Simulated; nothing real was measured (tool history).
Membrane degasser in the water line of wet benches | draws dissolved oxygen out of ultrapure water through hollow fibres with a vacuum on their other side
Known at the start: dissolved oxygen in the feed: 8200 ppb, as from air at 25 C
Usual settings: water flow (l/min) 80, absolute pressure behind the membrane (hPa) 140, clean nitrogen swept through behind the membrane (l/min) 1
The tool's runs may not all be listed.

run,hour,water flow (l/min),absolute pressure behind the membrane (hPa),clean nitrogen swept through behind the membrane (l/min),dissolved oxygen in the water behind the degasser (ppb),pressure that the water loses in the fibres (hPa)
1,0,80,140,1,1293.4,427.8
2,30.1,80,140,1,1289.7,428.4
3,81.3,80,140,1,1293.1,427.8
4,109.4,49,140,1,929.3,266.4
5,132,49,140,1,924.7,268.4
6,184,49,140,1,926.8,267.2
7,221.2,49,140,1,925.8,266.6
8,273.7,49,140,1,924.8,268.8
9,321.3,80,140,1.17,1165.3,437.7
10,368.1,80,140,1.17,1169.8,439.7
11,392,80,140,1.17,1169.2,439.3
12,444.1,80,140,1.17,1173.5,437.1
13,467.6,80,140,1.17,1172.9,439.5
# hour 500.4: gauge calibrated
14,520.5,80,140,1.17,1174.3,430.9
15,568.6,80,140,1.17,1163.2,430.8
16,606.9,80,140,1.17,1165,432.3
17,650.6,80,135,1.45,973.3,435.7
18,702.8,80,135,1.45,975.5,438.4
19,756.9,78,308,0.66,3354.2,424.8
20,788.9,78,308,0.66,3344.2,426.4
21,812.2,78,308,0.56,3620,427.3
22,836.5,111,97,0.81,1143.4,611.8
23,882.7,69,125,2.3,564.6,380.4
24,908.3,126,85,2.7,513.6,693
25,952.2,55,279,0.48,3058,303.5
26,984,116,181,0.95,2177.4,637.6
27,1037.2,63,262,0.58,2840,348.9
28,1086.9,70,262,0.85,2451,390.1
29,1113.4,70,262,0.85,2446.5,387.5
30,1135.9,98,86,0.84,879,549.8
31,1181.3,116,86,0.84,979.1,649.9
32,1210.9,116,86,0.84,976.6,651.1

Forecast each of these 3 alternatives for the next run:
A,1236.6,54,250,2.68,?,?
B,1236.6,64,98,0.84,?,?
C,1236.6,65,142,1.25,?,?

run,dissolved oxygen in the water behind the degasser (ppb),pressure that the water loses in the fibres (hPa)
A,889.2,301.2
B,798.5,358
C,986.2,363.9
Without the tool's hidden state the same runs would have given:
run,dissolved oxygen in the water behind the degasser (ppb),pressure that the water loses in the fibres (hPa)
A,889,289.8
B,797.9,344.5
C,985.7,350.1

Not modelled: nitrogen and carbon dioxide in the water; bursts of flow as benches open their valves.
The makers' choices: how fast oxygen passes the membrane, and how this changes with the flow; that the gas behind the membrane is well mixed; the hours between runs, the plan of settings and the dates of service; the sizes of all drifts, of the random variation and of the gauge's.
